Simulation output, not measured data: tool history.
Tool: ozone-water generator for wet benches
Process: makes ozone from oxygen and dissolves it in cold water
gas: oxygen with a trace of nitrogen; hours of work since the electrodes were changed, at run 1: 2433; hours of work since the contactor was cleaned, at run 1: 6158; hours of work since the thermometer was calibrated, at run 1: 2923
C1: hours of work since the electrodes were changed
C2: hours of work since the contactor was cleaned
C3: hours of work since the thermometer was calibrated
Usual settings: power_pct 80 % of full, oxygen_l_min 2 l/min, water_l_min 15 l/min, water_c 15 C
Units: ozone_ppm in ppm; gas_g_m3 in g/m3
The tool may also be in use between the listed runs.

Run 1, hour 0: usual settings; C1 2433; C2 6158; C3 2923. Result: ozone_ppm 18.7 ppm, gas_g_m3 232 g/m3.
Run 2, hour 58.8: usual settings but water_c 10 C; C1 2480; C2 6206; C3 2971. Result: ozone_ppm 19.6 ppm, gas_g_m3 233.9 g/m3.
Run 3, hour 132.3: usual settings but water_c 10 C; C1 2540; C2 6265; C3 3030. Result: ozone_ppm 19.8 ppm, gas_g_m3 232.1 g/m3.
Run 4, hour 218.6: usual settings; C1 2610; C2 6335; C3 3100. Result: ozone_ppm 18.6 ppm, gas_g_m3 229.1 g/m3.
Run 5, hour 305: usual settings; C1 2680; C2 6405; C3 3170. Result: ozone_ppm 18.7 ppm, gas_g_m3 230.8 g/m3.
Run 6, hour 392.1: usual settings; C1 2750; C2 6476; C3 3241. Result: ozone_ppm 18.6 ppm, gas_g_m3 229 g/m3.
Run 7, hour 454.4: usual settings; C1 2801; C2 6526; C3 3291. Result: ozone_ppm 18.7 ppm, gas_g_m3 228.4 g/m3.
Run 8, hour 510.5: usual settings; C1 2846; C2 6572; C3 3337. Result: ozone_ppm 18.9 ppm, gas_g_m3 227.7 g/m3.
Run 9, hour 598.8: usual settings; C1 2918; C2 6643; C3 3408. Result: ozone_ppm 18.8 ppm, gas_g_m3 229.1 g/m3.
Run 10, hour 642: usual settings but water_l_min 17 l/min; C1 2953; C2 6678; C3 3443. Result: ozone_ppm 17 ppm, gas_g_m3 225.9 g/m3.
Run 11, hour 705.3: usual settings but water_l_min 17 l/min; C1 3004; C2 6729; C3 3494. Result: ozone_ppm 16.8 ppm, gas_g_m3 227.5 g/m3.
Run 12, hour 754.6: usual settings but oxygen_l_min 1.53 l/min, water_l_min 17 l/min; C1 3044; C2 6769; C3 3534. Result: ozone_ppm 15.8 ppm, gas_g_m3 263.4 g/m3.
Run 13, hour 793.1: usual settings but oxygen_l_min 1.53 l/min, water_l_min 17 l/min; C1 3075; C2 6801; C3 3565. Result: ozone_ppm 15.8 ppm, gas_g_m3 263.3 g/m3.
Run 14, hour 880.5: usual settings but power_pct 63 % of full, oxygen_l_min 2.52 l/min, water_l_min 19 l/min; C1 3146; C2 6871; C3 3636. Result: ozone_ppm 13.7 ppm, gas_g_m3 173.7 g/m3.
At hour 886.6: water thermometer calibrated.
Run 15, hour 923.7: usual settings but power_pct 63 % of full, oxygen_l_min 2.52 l/min, water_l_min 19 l/min; C1 3181; C2 6906; C3 30. Result: ozone_ppm 13.7 ppm, gas_g_m3 172.1 g/m3.
At hour 930.4: gauge calibrated.
Run 16, hour 989.3: usual settings but power_pct 63 % of full, oxygen_l_min 2.52 l/min, water_l_min 19 l/min; C1 3234; C2 6959; C3 83. Result: ozone_ppm 13.8 ppm, gas_g_m3 178.7 g/m3.
Run 17, hour 1030.3: usual settings but oxygen_l_min 1.73 l/min, water_c 9 C; C1 3267; C2 6992; C3 116. Result: ozone_ppm 19.2 ppm, gas_g_m3 253.8 g/m3.
Run 18, hour 1086.5: usual settings but power_pct 52 % of full, water_l_min 13 l/min; C1 3313; C2 7038; C3 162. Result: ozone_ppm 16.5 ppm, gas_g_m3 179.2 g/m3.
Run 19, hour 1125.2: usual settings but water_c 18 C; C1 3344; C2 7069; C3 193. Result: ozone_ppm 18.3 ppm, gas_g_m3 231.9 g/m3.
Run 20, hour 1214.9: usual settings but water_c 18 C; C1 3417; C2 7142; C3 266. Result: ozone_ppm 18.2 ppm, gas_g_m3 231.4 g/m3.
Run 21, hour 1264.2: usual settings but water_c 18 C; C1 3457; C2 7182; C3 306. Result: ozone_ppm 18.3 ppm, gas_g_m3 233.2 g/m3.
Run 22, hour 1334.4: usual settings but water_c 18 C; C1 3513; C2 7239; C3 363. Result: ozone_ppm 18 ppm, gas_g_m3 231.3 g/m3.
Run 23, hour 1375.4: usual settings but power_pct 58 % of full, oxygen_l_min 1.7 l/min; C1 3547; C2 7272; C3 396. Result: ozone_ppm 15 ppm, gas_g_m3 210.3 g/m3.
Run 24, hour 1446.8: usual settings but power_pct 58 % of full, oxygen_l_min 1.7 l/min; C1 3604; C2 7330; C3 454. Result: ozone_ppm 15.3 ppm, gas_g_m3 210.4 g/m3.
Run 25, hour 1485.2: usual settings but water_l_min 13 l/min, water_c 14 C; C1 3636; C2 7361; C3 485. Result: ozone_ppm 21.4 ppm, gas_g_m3 226.6 g/m3.

The same runs without the tool's hidden state, with the same run-to-run variation:
The hidden state here: yield of the discharge, % of new electrodes'; contactor's efficiency, % of a clean one's; true water temperature over the reading, C; drift of the gauge itself on ozone_ppm, %; drift of the gauge itself on gas_g_m3, %.
run  gas_g_m3
  1     232.2
  2     234.5
  3     233.4
  4     230.9
  5     233.4
  6     232.1
  7       232
  8     231.7
  9     233.9
 10     230.9
 11     233.1
 12     270.3
 13     270.5
 14     178.9
 15     177.5
 16     179.3
 17     254.9
 18     180.3
 19     233.7
 20     233.8
 21     236.1
 22     234.7
 23     213.5
 24     214.1
 25     231.1
ozone_ppm: within 0.1 ppm of the measured result in every run.
